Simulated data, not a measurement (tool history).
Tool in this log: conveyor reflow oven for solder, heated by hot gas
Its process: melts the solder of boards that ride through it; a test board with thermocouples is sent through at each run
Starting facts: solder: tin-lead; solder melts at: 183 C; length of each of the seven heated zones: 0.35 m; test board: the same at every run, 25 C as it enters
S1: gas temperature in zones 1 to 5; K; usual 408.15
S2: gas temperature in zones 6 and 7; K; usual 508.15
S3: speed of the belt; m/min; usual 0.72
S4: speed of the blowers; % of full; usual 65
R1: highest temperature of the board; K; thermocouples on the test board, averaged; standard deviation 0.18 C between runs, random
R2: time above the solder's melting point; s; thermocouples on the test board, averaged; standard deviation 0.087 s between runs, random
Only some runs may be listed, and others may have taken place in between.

{"run": 1, "hour": 0.0, "S1": 408.15, "S2": 508.15, "S3": 0.72, "S4": 65, "R1": 489.85, "R2": 42.56}
{"run": 2, "hour": 7.1, "S1": 409.15, "S2": 508.15, "S3": 0.72, "S4": 65, "R1": 490.25, "R2": 42.89}
{"run": 3, "hour": 14.5, "S1": 408.15, "S2": 508.15, "S3": 0.778, "S4": 65, "R1": 487.05, "R2": 37.08}
{"run": 4, "hour": 26.1, "S1": 408.15, "S2": 508.15, "S3": 0.778, "S4": 65, "R1": 487.35, "R2": 37.26}
{"run": 5, "hour": 33.2, "S1": 408.15, "S2": 508.15, "S3": 0.778, "S4": 65, "R1": 487.65, "R2": 37.29}
{"run": 6, "hour": 40.1, "S1": 408.15, "S2": 508.15, "S3": 0.778, "S4": 65, "R1": 487.55, "R2": 37.42}
{"run": 7, "hour": 50.7, "S1": 408.15, "S2": 508.15, "S3": 0.778, "S4": 65, "R1": 487.25, "R2": 37.22}
{"run": 8, "hour": 60.9, "S1": 414.15, "S2": 499.15, "S3": 0.72, "S4": 65, "R1": 483.25, "R2": 39.83}
{"run": 9, "hour": 76.8, "S1": 414.15, "S2": 497.15, "S3": 0.825, "S4": 65, "R1": 477.45, "R2": 29.67}
{"run": 10, "hour": 92.0, "S1": 412.15, "S2": 508.15, "S3": 0.72, "S4": 68, "R1": 491.65, "R2": 44.55}
{"run": 11, "hour": 108.7, "S1": 412.15, "S2": 508.15, "S3": 0.72, "S4": 68, "R1": 491.45, "R2": 44.37}
{"run": 12, "hour": 119.0, "S1": 412.15, "S2": 508.15, "S3": 0.72, "S4": 68, "R1": 491.35, "R2": 44.37}
{"hour": 129.4, "done": "flux residue cleaned out of gas plates and filters"}
{"run": 13, "hour": 138.7, "S1": 395.15, "S2": 508.15, "S3": 0.72, "S4": 58, "R1": 485.15, "R2": 35.77}
{"run": 14, "hour": 146.9, "S1": 408.15, "S2": 508.15, "S3": 0.59, "S4": 77, "R1": 498.15, "R2": 58.7}

Predict each of these 5 candidate next runs independently; none follows another, all start after run 14:
{"run": "A", "hour": 154.9, "S1": 408.15, "S2": 504.15, "S3": 0.59, "S4": 82, "R1": "?", "R2": "?"}
{"run": "B", "hour": 154.9, "S1": 408.15, "S2": 508.15, "S3": 0.72, "S4": 60, "R1": "?", "R2": "?"}
{"run": "C", "hour": 154.9, "S1": 405.15, "S2": 508.15, "S3": 0.707, "S4": 87, "R1": "?", "R2": "?"}
{"run": "D", "hour": 154.9, "S1": 411.15, "S2": 522.15, "S3": 0.72, "S4": 62, "R1": "?", "R2": "?"}
{"run": "E", "hour": 154.9, "S1": 408.15, "S2": 500.15, "S3": 0.72, "S4": 56, "R1": "?", "R2": "?"}

run=A R1=495.25 R2=57.45
run=B R1=488.45 R2=41.28
run=C R1=494.85 R2=46.17
run=D R1=501.35 R2=49.21
run=E R1=480.45 R2=35.28
Without the tool's unlogged condition, the same runs would have read:
run=A R1=495.25 R2=57.48
run=B R1=488.45 R2=41.32
run=C R1=494.95 R2=46.19
run=D R1=501.45 R2=49.23
run=E R1=480.55 R2=35.32
